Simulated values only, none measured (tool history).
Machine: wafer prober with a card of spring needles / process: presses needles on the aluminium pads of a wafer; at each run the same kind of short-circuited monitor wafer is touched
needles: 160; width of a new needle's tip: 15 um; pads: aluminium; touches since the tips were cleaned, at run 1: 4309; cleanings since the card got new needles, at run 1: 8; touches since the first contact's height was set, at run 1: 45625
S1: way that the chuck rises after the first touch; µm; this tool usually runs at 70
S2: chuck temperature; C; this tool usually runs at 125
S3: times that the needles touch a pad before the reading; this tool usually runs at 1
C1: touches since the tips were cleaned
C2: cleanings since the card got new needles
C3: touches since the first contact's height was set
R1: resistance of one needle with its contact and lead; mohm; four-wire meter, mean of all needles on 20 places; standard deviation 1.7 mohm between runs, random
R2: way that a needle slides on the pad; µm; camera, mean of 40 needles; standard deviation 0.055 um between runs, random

run     day  S1   S2  S3    C1  C2     C3   R1     R2
  1       0  70  125   1  4309   8  45625  172  19.11
      0.125  -- tips cleaned on abrasive film
      0.675  -- tips cleaned on abrasive film
  2   0.746  70  125   1   731  10  53340  176  19.07
      1.233  -- tips cleaned on abrasive film
  3   1.483  70  125   1  2608  11  60982  172  19.09
      1.792  -- tips cleaned on abrasive film
  4   1.979  70  125   1  1958  12  66153  177  19.18
      2.342  -- tips cleaned on abrasive film
  5   2.508  70   36   1  1751  13  71621  159  19.08
      2.888  -- tips cleaned on abrasive film
  6   2.904  70   36   1   194  14  75729  159  19.28
  7   3.267  70   36   2  3982  14  79517  159  19.25
      3.442  -- tips cleaned on abrasive film
  8   3.821  70   36   2  3975  15  85269  159  19.25
      3.983  -- tips cleaned on abrasive film
      4.496  -- tips cleaned on abrasive film
  9   4.533  70   36   2   382  17  92613  159  19.25
      5.029  -- tips cleaned on abrasive film
 10   5.146  59  125   1  1211  18  98971  176  16.26
      5.575  -- tips cleaned on abrasive film
        5.7  -- height of the first contact set anew
 11   5.892  59  125   1  3145  19   1961  175  16.22
      6.104  -- tips cleaned on abrasive film
      6.629  -- tips cleaned on abrasive film
 12   6.721  59  125   1   952  21  10571  175   16.4
 13   7.067  59  125   1  4573  21  14192  175  16.23
      7.158  -- tips cleaned on abrasive film
      7.667  -- tips cleaned on abrasive film
 14   7.879  59  125   1  2222  23  22574  174  16.24
      8.217  -- tips cleaned on abrasive film
 15   8.271  70  125   1   575  24  26639  173  19.47
      8.721  -- tips cleaned on abrasive film
 16   8.867  70  125   1  1523  25  32820  174  19.46
      9.271  -- tips cleaned on abrasive film
 17   9.667  78  125   1  4118  26  41139  171  21.67
      9.775  -- tips cleaned on abrasive film
     10.288  -- tips cleaned on abrasive film
 18  10.396  65   47   3  1157  28  48680  161  18.03
     10.783  -- tips cleaned on abrasive film
 19  10.938  56   26   3  1614  29  54302  159  15.59
     11.283  -- tips cleaned on abrasive film
 20  11.525  84  125   2  2543  30  60395  172  23.48
     11.804  -- tips cleaned on abrasive film
 21  11.988  84  125   2  1882  31  65170  170  23.49
     12.333  -- tips cleaned on abrasive film
 22  12.575  85   82   1  2525  32  71279  169  23.79
     12.842  -- tips cleaned on abrasive film
       13.4  -- tips cleaned on abrasive film
 23  13.412  70   84   1   128  34  79969  169  19.63

What will run 24 give?
     13.954  -- tips cleaned on abrasive film
 24  14.075  70  84   1  1289  35  86843   ?   ?

R1: 166 mohm
R2: 19.69 µm
On a tool with no hidden condition, and with the same random variation, this run would have come out at R1 166 mohm, R2 19.14 µm.
